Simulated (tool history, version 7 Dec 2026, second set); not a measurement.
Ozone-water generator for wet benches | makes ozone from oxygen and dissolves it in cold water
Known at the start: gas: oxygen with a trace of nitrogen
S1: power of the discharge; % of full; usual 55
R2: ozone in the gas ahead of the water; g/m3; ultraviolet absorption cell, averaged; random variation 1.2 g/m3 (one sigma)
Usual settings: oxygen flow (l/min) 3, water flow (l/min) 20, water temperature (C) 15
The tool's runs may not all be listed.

Run 1, hour 0: usual settings. Result: dissolved ozone (ppm) 13.7, R2 206.1 g/m3.
At hour 36.1: contactor cleaned.
Run 2, hour 52.2: usual settings. Result: dissolved ozone (ppm) 13.4, R2 206.3 g/m3.
Run 3, hour 105.4: usual settings. Result: dissolved ozone (ppm) 13.4, R2 204.7 g/m3.
At hour 141: contactor cleaned, once more.
Run 4, hour 162.7: usual settings but water flow (l/min) 18. Result: dissolved ozone (ppm) 15.8, R2 206.9 g/m3.
Run 5, hour 203.1: usual settings but water flow (l/min) 18. Result: dissolved ozone (ppm) 15.7, R2 207.8 g/m3.
Run 6, hour 242.4: usual settings. Result: dissolved ozone (ppm) 14.3, R2 206.1 g/m3.
Run 7, hour 301.5: usual settings. Result: dissolved ozone (ppm) 14.3, R2 207.8 g/m3.
Run 8, hour 360.4: usual settings. Result: dissolved ozone (ppm) 14.1, R2 206.2 g/m3.
Run 9, hour 415: usual settings. Result: dissolved ozone (ppm) 14, R2 205 g/m3.
Run 10, hour 473.2: usual settings. Result: dissolved ozone (ppm) 14, R2 205.7 g/m3.
Run 11, hour 538.5: usual settings but S1 61 % of full. Result: dissolved ozone (ppm) 15.2, R2 223.8 g/m3.
Run 12, hour 576.3: usual settings but S1 61 % of full. Result: dissolved ozone (ppm) 15.2, R2 221.5 g/m3.
Run 13, hour 626.8: usual settings but S1 61 % of full. Result: dissolved ozone (ppm) 15.2, R2 220.7 g/m3.
Run 14, hour 661.4: usual settings but S1 71 % of full. Result: dissolved ozone (ppm) 17, R2 249.1 g/m3.
Run 15, hour 726.2: usual settings. Result: dissolved ozone (ppm) 14.3, R2 208 g/m3.
Run 16, hour 782.3: usual settings. Result: dissolved ozone (ppm) 14, R2 204.4 g/m3.
Run 17, hour 818.4: usual settings but water flow (l/min) 12. Result: dissolved ozone (ppm) 22.9, R2 204.7 g/m3.
Run 18, hour 861.8: usual settings but water flow (l/min) 12. Result: dissolved ozone (ppm) 22.5, R2 204.2 g/m3.
Run 19, hour 909.4: usual settings but S1 42 % of full. Result: dissolved ozone (ppm) 11.5, R2 165.7 g/m3.
Run 20, hour 946.4: usual settings but S1 42 % of full, oxygen flow (l/min) 5.28, water flow (l/min) 14. Result: dissolved ozone (ppm) 17.3, R2 126.4 g/m3.
Run 21, hour 983.2: usual settings but S1 42 % of full, oxygen flow (l/min) 5.28, water flow (l/min) 14. Result: dissolved ozone (ppm) 17.2, R2 130.1 g/m3.
Run 22, hour 1024.6: usual settings but oxygen flow (l/min) 5.18, water flow (l/min) 16. Result: dissolved ozone (ppm) 18.8, R2 159.4 g/m3.
Run 23, hour 1087.2: usual settings but S1 57 % of full, oxygen flow (l/min) 1.96. Result: dissolved ozone (ppm) 12.7, R2 253.7 g/m3.
Run 24, hour 1114.7: usual settings but S1 89 % of full. Result: dissolved ozone (ppm) 20, R2 291.3 g/m3.
Run 25, hour 1172.2: usual settings but S1 90 % of full, water flow (l/min) 16, water temperature (C) 10. Result: dissolved ozone (ppm) 26.3, R2 295.3 g/m3.
Run 26, hour 1218.5: usual settings but S1 90 % of full, oxygen flow (l/min) 4.92, water flow (l/min) 27, water temperature (C) 22. Result: dissolved ozone (ppm) 15.4, R2 233.9 g/m3.
Run 27, hour 1247.3: usual settings but S1 61 % of full, oxygen flow (l/min) 4.92, water flow (l/min) 27, water temperature (C) 21. Result: dissolved ozone (ppm) 11.7, R2 174.9 g/m3.
Run 28, hour 1282.4: usual settings but oxygen flow (l/min) 4.87. Result: dissolved ozone (ppm) 15.4, R2 163.4 g/m3.
Run 29, hour 1322.1: usual settings but S1 70 % of full, oxygen flow (l/min) 3.54, water flow (l/min) 28, water temperature (C) 19. Result: dissolved ozone (ppm) 11.9, R2 226.9 g/m3.
Run 30, hour 1353.3: usual settings but S1 70 % of full, oxygen flow (l/min) 3.54, water flow (l/min) 28, water temperature (C) 19. Result: dissolved ozone (ppm) 11.9, R2 222.5 g/m3.
Run 31, hour 1386.6: usual settings but S1 94 % of full, water flow (l/min) 24, water temperature (C) 20. Result: dissolved ozone (ppm) 16.2, R2 302.1 g/m3.
Run 32, hour 1434.5: usual settings but S1 59 % of full, water flow (l/min) 13, water temperature (C) 20. Result: dissolved ozone (ppm) 20.5, R2 211.3 g/m3.
Run 33, hour 1498.9: usual settings but S1 46 % of full, water flow (l/min) 13, water temperature (C) 17. Result: dissolved ozone (ppm) 17.9, R2 176.7 g/m3.
Run 34, hour 1550.4: usual settings but S1 46 % of full, water flow (l/min) 13, water temperature (C) 17. Result: dissolved ozone (ppm) 17.7, R2 175.6 g/m3.

Measured less the same run without the tool's hidden state. The same run-to-run variation is in both; the gauge's scatter may not be:
The hidden state here: yield of the discharge, % of new electrodes'; contactor's efficiency, % of a clean one's; true water temperature over the reading, C; drift of the gauge itself on ozone_ppm, %; drift of the gauge itself on gas_g_m3, %.
run  dissolved ozone (ppm)     R2
  1                   -1.3   -9.1
  2                   -1.5   -9.3
  3                   -1.6   -9.4
  4                   -0.9   -9.7
  5                   -0.8   -9.8
  6                   -0.8   -9.9
  7                   -0.8  -10.2
  8                   -0.8  -10.2
  9                   -0.8  -10.4
 10                   -0.9  -10.6
 11                     -1    -13
 12                     -1  -13.1
 13                     -1  -13.2
 14                   -1.3  -17.1
 15                   -0.9  -11.5
 16                   -0.9  -11.6
 17                   -1.5  -11.7
 18                   -1.5  -11.8
 19                   -0.6   -7.2
 20                   -0.9   -5.6
 21                   -0.9   -5.8
 22                   -1.4   -9.7
 23                     -1  -16.2
 24                   -2.1    -27
 25                   -2.8    -28
 26                   -1.7  -22.4
 27                     -1  -12.5
 28                   -1.1  -10.6
 29                   -1.1  -18.6
 30                   -1.1  -18.3
 31                   -1.9  -31.3
 32                   -1.8  -15.3
 33                   -1.2    -10
 34                   -1.2  -10.1
